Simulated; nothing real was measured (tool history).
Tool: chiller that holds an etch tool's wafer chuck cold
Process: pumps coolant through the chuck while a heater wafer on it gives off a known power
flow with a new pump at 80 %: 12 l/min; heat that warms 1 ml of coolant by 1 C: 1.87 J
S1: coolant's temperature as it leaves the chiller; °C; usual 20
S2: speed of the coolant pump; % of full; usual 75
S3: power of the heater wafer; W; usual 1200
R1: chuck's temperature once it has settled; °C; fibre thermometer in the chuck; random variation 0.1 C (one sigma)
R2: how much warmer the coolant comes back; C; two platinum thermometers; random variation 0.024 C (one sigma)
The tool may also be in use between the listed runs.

run 1 hour=0 | S1=20 S2=75 S3=1200 | R1=33.2 R2=3.51
run 2 hour=38.2 | S1=20 S2=77 S3=1200 | R1=32.9 R2=3.4
run 3 hour=70.6 | S1=20 S2=77 S3=1200 | R1=32.9 R2=3.4
run 4 hour=95.9 | S1=20 S2=75 S3=1200 | R1=33.3 R2=3.51
run 5 hour=115.8 | S1=20 S2=75 S3=1200 | R1=33.4 R2=3.49
run 6 hour=134 | S1=20 S2=75 S3=1200 | R1=33 R2=3.53
run 7 hour=173.4 | S1=20 S2=75 S3=1501 | R1=36.6 R2=4.35
run 8 hour=190.1 | S1=20 S2=75 S3=1200 | R1=33.2 R2=3.49
run 9 hour=210.6 | S1=20 S2=75 S3=1200 | R1=33.4 R2=3.47
run 10 hour=241 | S1=20 S2=75 S3=1200 | R1=33.2 R2=3.54
run 11 hour=261.2 | S1=20 S2=75 S3=1200 | R1=33.2 R2=3.54
run 12 hour=282.3 | S1=22 S2=75 S3=1200 | R1=35.4 R2=3.53
run 13 hour=318.7 | S1=22 S2=75 S3=1200 | R1=35.3 R2=3.54
run 14 hour=341.9 | S1=22 S2=75 S3=1200 | R1=35.2 R2=3.58
run 15 hour=374.2 | S1=20 S2=75 S3=1200 | R1=33.4 R2=3.5
run 16 hour=396.9 | S1=13 S2=75 S3=1200 | R1=26.4 R2=3.54
run 17 hour=433.6 | S1=13 S2=75 S3=1067 | R1=24.8 R2=3.15
-- hour=438 chiller's thermometer calibrated
run 18 hour=455.3 | S1=13 S2=75 S3=1067 | R1=24.7 R2=3.15
run 19 hour=479.6 | S1=13 S2=75 S3=1067 | R1=24.7 R2=3.13
-- hour=499.4 chiller's thermometer calibrated, once more
run 20 hour=509.5 | S1=11 S2=76 S3=657 | R1=18.5 R2=1.88
run 21 hour=534.9 | S1=11 S2=76 S3=657 | R1=18.6 R2=1.88
run 22 hour=562.3 | S1=11 S2=76 S3=657 | R1=18.5 R2=1.89
run 23 hour=581.4 | S1=17 S2=82 S3=1200 | R1=30 R2=3.24
run 24 hour=613.8 | S1=20 S2=82 S3=792 | R1=28.8 R2=2.11
run 25 hour=631.5 | S1=20 S2=82 S3=792 | R1=28.6 R2=2.16
run 26 hour=651.3 | S1=20 S2=75 S3=664 | R1=27.6 R2=1.93
run 27 hour=687.8 | S1=19 S2=64 S3=647 | R1=27.1 R2=2.29
run 28 hour=720.9 | S1=19 S2=64 S3=647 | R1=27.4 R2=2.31
run 29 hour=749.2 | S1=18 S2=91 S3=1027 | R1=28.7 R2=2.46
run 30 hour=775.7 | S1=19 S2=91 S3=1027 | R1=29.5 R2=2.48
run 31 hour=799.5 | S1=12 S2=82 S3=925 | R1=22.2 R2=2.5

3 ways to go on from here, each from the tool as it stands after run 31. What would each give?
run A hour=828.1 | S1=21 S2=97 S3=767 | R1=? R2=?
run B hour=828.1 | S1=12 S2=100 S3=835 | R1=? R2=?
run C hour=828.1 | S1=14 S2=79 S3=895 | R1=? R2=?

run=A R1=28.7 R2=1.69
run=B R1=20.1 R2=1.85
run=C R1=24.1 R2=2.45
Without the tool's hidden state the same runs would have given:
run=A R1=27.4 R2=1.62
run=B R1=18.7 R2=1.78
run=C R1=22.4 R2=2.35
